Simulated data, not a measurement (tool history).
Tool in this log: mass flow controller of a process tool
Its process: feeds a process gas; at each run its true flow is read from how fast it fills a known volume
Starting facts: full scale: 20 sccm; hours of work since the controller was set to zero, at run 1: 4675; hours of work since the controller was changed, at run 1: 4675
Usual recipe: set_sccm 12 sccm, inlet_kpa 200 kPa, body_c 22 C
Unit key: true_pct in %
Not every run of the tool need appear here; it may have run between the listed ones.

run	hour	set_sccm	inlet_kpa	body_c	hours of work since the controller was set to zero	hours of work since the controller was changed	true_pct
1	0	12	200	22	4675	4675	99.96
2	158.4	12	200	22	4768	4768	100.2
3	390.5	4	200	22	4903	4903	99.91
4	490.3	4	200	22	4962	4962	100.02
5	647.1	4	265	22	5053	5053	100.62
6	828.9	12	200	22	5159	5159	100.37
# hour 987.2: controller's zero set anew
7	1049.6	13	200	22	36	5288	100.25
8	1223.3	13	200	25	138	5389	100.29
9	1405	13	200	25	244	5495	100.29
10	1568.6	8	200	22	339	5591	100.44
11	1766.6	8	200	22	455	5706	100.44
12	1974.1	8	200	22	576	5827	100.5
13	2098.6	12	200	28	649	5900	100.39
14	2288.3	12	156	22	759	6011	100.35
15	2495.5	12	173	37	880	6132	99.88
16	2677.4	5	208	34	986	6238	100.33
17	2899	19	175	26	1116	6367	100.53
18	3102.9	19	175	26	1235	6486	100.8
19	3239.7	6	178	30	1315	6566	100.34
20	3367	10	178	30	1389	6640	100.5
21	3522.3	10	178	21	1480	6731	101.04
22	3725.8	12	244	32	1598	6850	100.93
23	3830	9	244	24	1659	6911	101.3
24	4012.3	12	273	22	1766	7017	101.65
25	4198.6	5	251	22	1874	7126	101.51
26	4423.2	5	200	33	2005	7257	100.67
27	4593.5	5	200	33	2105	7356	100.83
28	4740.7	13	198	23	2191	7442	101.34

What if the next run were any one of these 5? Each begins from the tool's condition after run 28:
A	4856.9	12	251	22	2259	7510	?
B	4856.9	12	177	25	2259	7510	?
C	4856.9	12	200	35	2259	7510	?
D	4856.9	8	140	22	2259	7510	?
E	4856.9	3	198	23	2259	7510	?

run	true_pct
A	101.9
B	101.24
C	100.94
D	101.1
E	101.26
Take away the tool's hidden state, keep each run's random variation, and the runs would have read:
run	true_pct
A	100.39
B	99.74
C	99.45
D	99.6
E	99.76

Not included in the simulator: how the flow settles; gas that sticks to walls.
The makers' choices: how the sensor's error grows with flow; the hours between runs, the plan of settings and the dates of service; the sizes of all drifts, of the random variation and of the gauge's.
